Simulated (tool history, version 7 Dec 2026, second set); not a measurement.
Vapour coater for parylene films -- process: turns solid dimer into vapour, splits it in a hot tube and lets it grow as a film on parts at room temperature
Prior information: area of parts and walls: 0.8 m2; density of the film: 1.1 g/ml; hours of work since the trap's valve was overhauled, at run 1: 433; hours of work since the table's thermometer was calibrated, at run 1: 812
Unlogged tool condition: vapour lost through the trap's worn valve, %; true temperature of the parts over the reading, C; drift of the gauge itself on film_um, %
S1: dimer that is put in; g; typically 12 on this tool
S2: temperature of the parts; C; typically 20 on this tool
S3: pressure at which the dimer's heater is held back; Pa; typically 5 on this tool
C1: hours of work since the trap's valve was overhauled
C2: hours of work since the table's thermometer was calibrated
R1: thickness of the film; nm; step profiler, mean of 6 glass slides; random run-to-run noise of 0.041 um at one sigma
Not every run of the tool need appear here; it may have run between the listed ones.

run	hour	S1	S2	S3	C1	C2	R1
1	0	12	20	5	433	812	6460
2	14.9	12	20	5	446	825	6420
3	36.2	12	20	5	465	844	6320
4	56.7	12	20	5	483	862	6370
5	69.8	12	20	5	495	874	6370
6	89.7	12	20	5	513	892	6370
7	106.3	12	20	5	527	906	6310
8	121.4	14	20	5	541	920	7330
9	141.3	12	17	5	559	938	6630
10	162.4	12	20	5	577	956	6250
11	184.2	19	20	5	597	976	9890
12	200.7	12	20	6.56	612	991	6010
13	213	12	20	6.56	622	1002	6000
14	222.7	12	20	6.56	631	1010	5970
15	236.4	10	20	5	643	1022	5170
16	250.4	12	19	5	656	1035	6320
17	269.4	12	19	5	673	1052	6210
# hour 274.8: trap's valve overhauled
# hour 275.8: table's thermometer calibrated
18	291.1	12	19	5	14	14	7210
19	305	12	19	5	26	26	7270
20	327.3	12	19	5	46	46	7210
21	339	10	19	3.45	56	56	6310
22	357.3	5	16	6.17	73	73	3140
23	369	19	29	6.17	83	83	8770
# hour 379.3: table's thermometer calibrated, once more
24	390.6	15	29	7.95	101	10	6690
25	407.7	19	32	7.95	117	25	7860
26	426	7	20	7.37	133	42	3810
27	441.2	12	20	6.99	147	55	6540
28	452.3	5	29	6.99	156	65	2230
29	467.7	5	27	11.52	170	79	2140
30	482.6	5	27	11.52	183	92	2160
31	497.1	6	27	7.3	196	105	2720
32	512.3	6	27	7.3	210	119	2750
33	524.3	8	31	3.9	221	129	3640
34	535.7	9	14	8.46	231	139	5380
35	555.5	5	28	10.15	249	157	2150
36	572.2	20	20	5	263	172	11020
37	587.1	19	17	4.06	277	185	11560

Here are 4 independent what-if runs from the current tool condition. What would each one return?
A	608.8	19	20	2.75	296	205	?
B	608.8	6	13	3.07	296	205	?
C	608.8	7	18	2.65	296	205	?
D	608.8	21	12	4.06	296	205	?

run	R1
A	11190
B	4070
C	4350
D	14220
Take away the tool's hidden state, keep each run's random variation, and the runs would have read:
run	R1
A	11960
B	4350
C	4650
D	15210
